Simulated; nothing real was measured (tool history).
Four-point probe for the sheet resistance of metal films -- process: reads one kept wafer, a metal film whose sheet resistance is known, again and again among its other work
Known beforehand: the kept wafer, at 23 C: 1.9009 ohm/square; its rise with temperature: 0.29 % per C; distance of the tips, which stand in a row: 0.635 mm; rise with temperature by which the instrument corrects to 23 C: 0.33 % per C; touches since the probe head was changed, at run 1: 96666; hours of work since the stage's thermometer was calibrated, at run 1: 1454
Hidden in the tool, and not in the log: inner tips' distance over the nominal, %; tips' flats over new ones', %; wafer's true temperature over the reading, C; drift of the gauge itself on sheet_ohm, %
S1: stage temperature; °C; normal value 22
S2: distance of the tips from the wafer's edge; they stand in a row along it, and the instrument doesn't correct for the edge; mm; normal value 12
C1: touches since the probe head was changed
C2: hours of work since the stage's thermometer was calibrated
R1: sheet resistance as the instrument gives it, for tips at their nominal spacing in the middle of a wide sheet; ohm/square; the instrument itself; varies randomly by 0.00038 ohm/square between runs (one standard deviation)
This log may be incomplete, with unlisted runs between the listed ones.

run 1 day=0.000 | S1=22 S2=12 | C1=96666 C2=1454 | R1=1.902313
run 2 day=1.917 | S1=22 S2=33 | C1=98446 C2=1476 | R1=1.899545
run 3 day=3.704 | S1=22 S2=33 | C1=100107 C2=1497 | R1=1.900119
run 4 day=6.525 | S1=22 S2=33 | C1=102725 C2=1530 | R1=1.898641
run 5 day=8.792 | S1=22 S2=33 | C1=104831 C2=1556 | R1=1.898923
run 6 day=10.962 | S1=22 S2=33 | C1=106847 C2=1581 | R1=1.898814
run 7 day=12.804 | S1=22 S2=33 | C1=108558 C2=1603 | R1=1.898894
run 8 day=15.225 | S1=26 S2=24 | C1=110807 C2=1631 | R1=1.896383
run 9 day=18.088 | S1=26 S2=24 | C1=113467 C2=1664 | R1=1.896195
run 10 day=19.579 | S1=21 S2=7 | C1=114855 C2=1681 | R1=1.907297
run 11 day=22.567 | S1=21 S2=7 | C1=117630 C2=1716 | R1=1.906853
run 12 day=24.521 | S1=18 S2=6 | C1=119445 C2=1739 | R1=1.911968
run 13 day=26.188 | S1=32 S2=12 | C1=120992 C2=1758 | R1=1.892800
run 14 day=29.258 | S1=22 S2=12 | C1=123846 C2=1794 | R1=1.899674

Branching from run 14: 5 alternative next runs. What would each branch give?
run A day=32.338 | S1=19 S2=36 | C1=126705 C2=1829 | R1=?
run B day=32.338 | S1=27 S2=20 | C1=126705 C2=1829 | R1=?
run C day=32.338 | S1=22 S2=9 | C1=126705 C2=1829 | R1=?
run D day=32.338 | S1=22 S2=4 | C1=126705 C2=1829 | R1=?
run E day=32.338 | S1=31 S2=7 | C1=126705 C2=1829 | R1=?

run=A R1=1.899942
run=B R1=1.893963
run=C R1=1.901854
run=D R1=1.922542
run=E R1=1.899075
With the hidden condition removed and each run's random variation left untouched, the same runs would have given:
run=A R1=1.904805
run=B R1=1.898827
run=C R1=1.906727
run=D R1=1.927462
run=E R1=1.903959

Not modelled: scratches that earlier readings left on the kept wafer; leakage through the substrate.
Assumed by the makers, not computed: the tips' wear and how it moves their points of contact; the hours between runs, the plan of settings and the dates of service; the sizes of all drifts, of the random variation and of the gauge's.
